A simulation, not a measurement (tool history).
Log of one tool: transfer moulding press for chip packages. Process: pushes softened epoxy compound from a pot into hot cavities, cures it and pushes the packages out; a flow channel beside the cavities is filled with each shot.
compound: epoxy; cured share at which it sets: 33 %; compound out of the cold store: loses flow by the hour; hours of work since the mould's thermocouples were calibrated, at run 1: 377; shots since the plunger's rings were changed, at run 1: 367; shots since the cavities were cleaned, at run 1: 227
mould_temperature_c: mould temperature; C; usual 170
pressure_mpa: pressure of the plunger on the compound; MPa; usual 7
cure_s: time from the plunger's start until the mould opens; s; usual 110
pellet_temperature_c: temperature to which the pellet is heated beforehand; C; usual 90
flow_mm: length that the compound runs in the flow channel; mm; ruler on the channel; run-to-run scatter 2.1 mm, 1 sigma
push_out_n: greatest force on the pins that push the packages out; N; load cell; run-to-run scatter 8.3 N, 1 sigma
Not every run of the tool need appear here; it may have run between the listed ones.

run,hour,mould_temperature_c,pressure_mpa,cure_s,pellet_temperature_c,hours of work since the mould's thermocouples were calibrated,shots since the plunger's rings were changed,shots since the cavities were cleaned,incoming compound's hours out of the cold store,flow_mm,push_out_n
1,0,170,7,110,90,377,367,227,26.2,836,443
2,16.1,170,7,110,90,388,553,413,39.8,800,506
# hour 30.5: cavities cleaned with cleaning compound and waxed
3,35.2,170,7,110,90,400,756,54,37.6,805,391
4,52.6,170,7,110,90,412,958,256,38.8,803,488
5,68.5,170,7,110,90,423,1143,441,13.1,864,548
# hour 80.1: cavities cleaned with cleaning compound and waxed
6,87.3,170,7,110,90,435,1343,84,8.1,872,422
7,96.1,170,7,110,90,441,1445,186,12.1,864,450
8,109.3,170,7,110,90,450,1598,339,10.6,867,499
9,120.3,170,7,110,90,458,1725,466,9,872,537
# hour 130.5: cavities cleaned with cleaning compound and waxed
10,136,170,7,110,90,468,1890,64,19.5,845,420
11,155.6,170,7,110,90,481,2116,290,41.3,785,500
12,164.5,170,7,110,90,487,2219,393,24.5,826,533
# hour 180.4: cavities cleaned with cleaning compound and waxed
13,183.7,170,7,110,90,499,2425,38,36.6,798,392
# hour 193: mould's thermocouples calibrated
14,197.6,170,7,110,90,3,2562,175,13.6,857,463
15,207.9,164,7,128,85,10,2681,294,19.7,869,549
16,218.3,171,7,110,90,17,2803,416,22.7,827,533
# hour 232.6: cavities cleaned with cleaning compound and waxed
17,237.9,171,7,110,90,30,3012,61,34.5,796,390
18,253.5,170,7,116,90,40,3192,241,45.5,771,458
19,264.8,170,8.53,93,90,48,3324,373,43.6,860,672
# hour 282.7: cavities cleaned with cleaning compound and waxed
20,283.6,166,7,110,90,60,3524,11,38.5,804,475
# hour 294.1: plunger's sealing rings changed
21,301.1,166,7,110,90,70,80,184,15.1,884,579
22,309.6,166,7,94,86,76,179,283,34,829,855
23,319,170,7.86,110,88,83,288,392,24.8,886,508
# hour 335.1: cavities cleaned with cleaning compound and waxed
24,335.1,170,7.86,110,88,93,457,1,24.8,889,386
25,353.2,170,7.86,110,88,105,666,210,16.5,908,486
26,369,165,6.33,110,87,116,849,393,44.3,769,687
27,381.4,170,5.6,130,90,124,993,537,15.5,769,490

Alternative continuations, all from the tool just after run 27; predict every row:
# hour 386: cavities cleaned with cleaning compound and waxed
A,394.5,169,7.91,110,87,132,1127,98,20.1,?,?
# hour 386: cavities cleaned with cleaning compound and waxed
B,394.5,170,7.75,93,90,132,1127,98,47.2,?,?
# hour 386: cavities cleaned with cleaning compound and waxed
C,394.5,178,5.6,130,90,132,1127,98,15.7,?,?
# hour 386: cavities cleaned with cleaning compound and waxed
D,394.5,170,7.82,130,96,132,1127,98,34.9,?,?

run,flow_mm,push_out_n
A,900,432
B,821,518
C,741,350
D,855,363
With the hidden condition removed and each run's random variation left untouched, the same runs would have given:
run,flow_mm,push_out_n
A,908,392
B,828,472
C,748,315
D,863,328
